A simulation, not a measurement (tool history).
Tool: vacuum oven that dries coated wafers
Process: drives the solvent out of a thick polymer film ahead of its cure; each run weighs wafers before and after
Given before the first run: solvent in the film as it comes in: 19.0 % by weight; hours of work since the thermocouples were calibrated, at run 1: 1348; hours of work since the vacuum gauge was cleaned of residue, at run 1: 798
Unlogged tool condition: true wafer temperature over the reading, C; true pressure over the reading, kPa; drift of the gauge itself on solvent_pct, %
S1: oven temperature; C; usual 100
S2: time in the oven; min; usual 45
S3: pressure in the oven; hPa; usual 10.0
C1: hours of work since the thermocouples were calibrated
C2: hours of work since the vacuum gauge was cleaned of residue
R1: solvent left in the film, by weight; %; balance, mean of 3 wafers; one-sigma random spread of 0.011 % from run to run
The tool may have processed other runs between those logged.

{"run": 1, "hour": 0.0, "S1": 100, "S2": 45, "S3": 10.0, "C1": 1348, "C2": 798, "R1": 1.91}
{"run": 2, "hour": 19.8, "S1": 100, "S2": 45, "S3": 10.0, "C1": 1361, "C2": 810, "R1": 1.91}
{"run": 3, "hour": 46.9, "S1": 100, "S2": 45, "S3": 7.1, "C1": 1379, "C2": 828, "R1": 1.78}
{"run": 4, "hour": 68.0, "S1": 100, "S2": 45, "S3": 7.1, "C1": 1392, "C2": 842, "R1": 1.78}
{"run": 5, "hour": 97.7, "S1": 100, "S2": 45, "S3": 7.1, "C1": 1411, "C2": 861, "R1": 1.79}
{"run": 6, "hour": 122.2, "S1": 100, "S2": 37, "S3": 10.0, "C1": 1427, "C2": 876, "R1": 2.61}
{"run": 7, "hour": 149.2, "S1": 100, "S2": 42, "S3": 10.0, "C1": 1445, "C2": 894, "R1": 2.14}
{"run": 8, "hour": 181.2, "S1": 100, "S2": 45, "S3": 10.0, "C1": 1465, "C2": 915, "R1": 1.91}
{"run": 9, "hour": 202.4, "S1": 100, "S2": 45, "S3": 10.0, "C1": 1479, "C2": 928, "R1": 1.9}
{"run": 10, "hour": 223.4, "S1": 95, "S2": 45, "S3": 10.0, "C1": 1493, "C2": 942, "R1": 3.02}
{"run": 11, "hour": 268.0, "S1": 95, "S2": 45, "S3": 10.0, "C1": 1521, "C2": 971, "R1": 3.02}
{"run": 12, "hour": 308.0, "S1": 95, "S2": 45, "S3": 10.0, "C1": 1547, "C2": 996, "R1": 3.02}
{"hour": 344.5, "done": "oven's thermocouples calibrated"}
{"run": 13, "hour": 358.3, "S1": 100, "S2": 45, "S3": 28.8, "C1": 9, "C2": 1028, "R1": 3.24}
{"run": 14, "hour": 386.0, "S1": 100, "S2": 45, "S3": 10.0, "C1": 27, "C2": 1045, "R1": 2.35}
{"run": 15, "hour": 409.5, "S1": 100, "S2": 45, "S3": 10.0, "C1": 42, "C2": 1061, "R1": 2.33}
{"hour": 415.2, "done": "vacuum gauge cleaned of residue and calibrated"}
{"run": 16, "hour": 436.4, "S1": 100, "S2": 45, "S3": 10.1, "C1": 58, "C2": 14, "R1": 2.4}
{"run": 17, "hour": 477.7, "S1": 86, "S2": 45, "S3": 10.0, "C1": 85, "C2": 40, "R1": 6.56}
{"run": 18, "hour": 506.1, "S1": 86, "S2": 45, "S3": 10.0, "C1": 103, "C2": 59, "R1": 6.56}
{"run": 19, "hour": 547.8, "S1": 86, "S2": 30, "S3": 10.0, "C1": 130, "C2": 86, "R1": 8.67}
{"run": 20, "hour": 588.4, "S1": 111, "S2": 44, "S3": 10.0, "C1": 156, "C2": 112, "R1": 0.81}
{"hour": 609.5, "done": "vacuum gauge cleaned of residue and calibrated, once more"}
{"run": 21, "hour": 633.7, "S1": 111, "S2": 38, "S3": 6.7, "C1": 185, "C2": 16, "R1": 0.76}
{"run": 22, "hour": 654.7, "S1": 111, "S2": 38, "S3": 6.7, "C1": 198, "C2": 29, "R1": 0.76}
{"run": 23, "hour": 677.6, "S1": 111, "S2": 38, "S3": 6.7, "C1": 213, "C2": 44, "R1": 0.75}
{"run": 24, "hour": 715.7, "S1": 111, "S2": 38, "S3": 6.7, "C1": 238, "C2": 69, "R1": 0.75}
{"run": 25, "hour": 761.5, "S1": 111, "S2": 38, "S3": 6.7, "C1": 267, "C2": 98, "R1": 0.77}
{"run": 26, "hour": 792.7, "S1": 108, "S2": 24, "S3": 10.0, "C1": 287, "C2": 118, "R1": 2.79}
{"run": 27, "hour": 841.5, "S1": 108, "S2": 24, "S3": 10.0, "C1": 319, "C2": 150, "R1": 2.81}

Run 28, settings as shown, results not yet in. Your forecast:
{"run": 28, "hour": 865.9, "S1": 108, "S2": 24, "S3": 10.0, "C1": 334, "C2": 165, "R1": "?"}

R1: 2.81 %
With the hidden condition absent and the run-to-run variation left alone, this run would have shown R1 2.92 %.
